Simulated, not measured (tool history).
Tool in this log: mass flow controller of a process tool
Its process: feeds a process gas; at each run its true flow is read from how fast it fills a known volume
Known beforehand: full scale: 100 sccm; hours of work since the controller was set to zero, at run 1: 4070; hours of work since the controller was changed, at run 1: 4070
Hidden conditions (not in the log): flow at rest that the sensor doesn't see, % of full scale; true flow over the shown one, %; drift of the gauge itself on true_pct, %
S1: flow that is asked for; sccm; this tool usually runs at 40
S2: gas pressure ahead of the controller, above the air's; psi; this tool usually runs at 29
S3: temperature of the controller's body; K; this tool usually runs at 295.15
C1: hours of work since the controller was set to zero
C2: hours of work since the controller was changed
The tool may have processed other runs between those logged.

run 1 hour=0 | S1=40 S2=29 S3=295.15 | C1=4070 C2=4070 | true_flow_(%)=98.61
run 2 hour=218.1 | S1=40 S2=29 S3=295.15 | C1=4193 C2=4193 | true_flow_(%)=98.53
run 3 hour=366.3 | S1=14 S2=29 S3=295.15 | C1=4277 C2=4277 | true_flow_(%)=97.97
run 4 hour=469 | S1=40 S2=29 S3=295.15 | C1=4335 C2=4335 | true_flow_(%)=98.5
run 5 hour=587 | S1=40 S2=29 S3=295.15 | C1=4401 C2=4401 | true_flow_(%)=98.64
run 6 hour=797.2 | S1=40 S2=29 S3=295.15 | C1=4520 C2=4520 | true_flow_(%)=98.52
run 7 hour=915.7 | S1=40 S2=29 S3=295.15 | C1=4586 C2=4586 | true_flow_(%)=98.5
run 8 hour=1050.7 | S1=40 S2=29 S3=295.15 | C1=4663 C2=4663 | true_flow_(%)=98.42
-- hour=1086.1 controller's zero set anew
run 9 hour=1210 | S1=40 S2=29 S3=295.15 | C1=70 C2=4752 | true_flow_(%)=98.34
run 10 hour=1351 | S1=40 S2=29 S3=295.15 | C1=149 C2=4832 | true_flow_(%)=98.34
run 11 hour=1502.3 | S1=40 S2=29 S3=295.15 | C1=235 C2=4917 | true_flow_(%)=98.25
run 12 hour=1617.4 | S1=40 S2=29 S3=295.15 | C1=300 C2=4982 | true_flow_(%)=98.28
run 13 hour=1811.2 | S1=40 S2=29 S3=295.15 | C1=409 C2=5091 | true_flow_(%)=98.19
run 14 hour=1940.1 | S1=40 S2=29 S3=295.15 | C1=482 C2=5164 | true_flow_(%)=98.25
run 15 hour=2099.6 | S1=40 S2=24.9 S3=295.15 | C1=571 C2=5254 | true_flow_(%)=98.07
run 16 hour=2307.6 | S1=40 S2=24.9 S3=295.15 | C1=689 C2=5371 | true_flow_(%)=97.96
run 17 hour=2496.3 | S1=40 S2=29 S3=295.15 | C1=795 C2=5477 | true_flow_(%)=98.13
run 18 hour=2679.7 | S1=26 S2=38.1 S3=299.15 | C1=899 C2=5581 | true_flow_(%)=98.62
run 19 hour=2786.3 | S1=26 S2=38.1 S3=299.15 | C1=959 C2=5641 | true_flow_(%)=98.6
run 20 hour=2880.7 | S1=21 S2=33.1 S3=297.15 | C1=1012 C2=5694 | true_flow_(%)=98.05
run 21 hour=2974.4 | S1=21 S2=33.1 S3=297.15 | C1=1065 C2=5747 | true_flow_(%)=97.96
run 22 hour=3146.4 | S1=21 S2=33.1 S3=297.15 | C1=1162 C2=5844 | true_flow_(%)=98.01
run 23 hour=3333 | S1=40 S2=38 S3=306.15 | C1=1267 C2=5949 | true_flow_(%)=99.4
run 24 hour=3505.4 | S1=59 S2=38 S3=306.15 | C1=1364 C2=6046 | true_flow_(%)=99.58
run 25 hour=3657.8 | S1=59 S2=38 S3=306.15 | C1=1450 C2=6132 | true_flow_(%)=99.73
run 26 hour=3884.7 | S1=59 S2=38 S3=306.15 | C1=1578 C2=6260 | true_flow_(%)=99.53
run 27 hour=4080.2 | S1=14 S2=25.4 S3=306.15 | C1=1688 C2=6370 | true_flow_(%)=98.02
run 28 hour=4185.6 | S1=54 S2=29 S3=295.15 | C1=1748 C2=6430 | true_flow_(%)=97.94
run 29 hour=4284 | S1=27 S2=29 S3=310.15 | C1=1803 C2=6485 | true_flow_(%)=98.79
run 30 hour=4454.4 | S1=34 S2=34.8 S3=310.15 | C1=1899 C2=6581 | true_flow_(%)=99.23
run 31 hour=4562.1 | S1=34 S2=34.8 S3=310.15 | C1=1960 C2=6642 | true_flow_(%)=99.22
run 32 hour=4668.7 | S1=26 S2=34.1 S3=302.15 | C1=2020 C2=6702 | true_flow_(%)=98.18
run 33 hour=4808.4 | S1=67 S2=40.2 S3=293.15 | C1=2099 C2=6781 | true_flow_(%)=98.39
run 34 hour=4923.3 | S1=67 S2=23.6 S3=293.15 | C1=2164 C2=6846 | true_flow_(%)=97.45

What differs in the tool's unlogged condition from the final listed run ahead of each entry between runs to the first listed run following it?
Run 8 -> run 9: controller's zero set anew (hour 1086.1)
  flow at rest that the sensor doesn't see, % of full scale: -0.002 -> 0; drift of the gauge itself on true_pct, %: -0.25 -> -0.28
  measured value less the no-hidden-state value, true flow (%): -0.25 -> -0.29
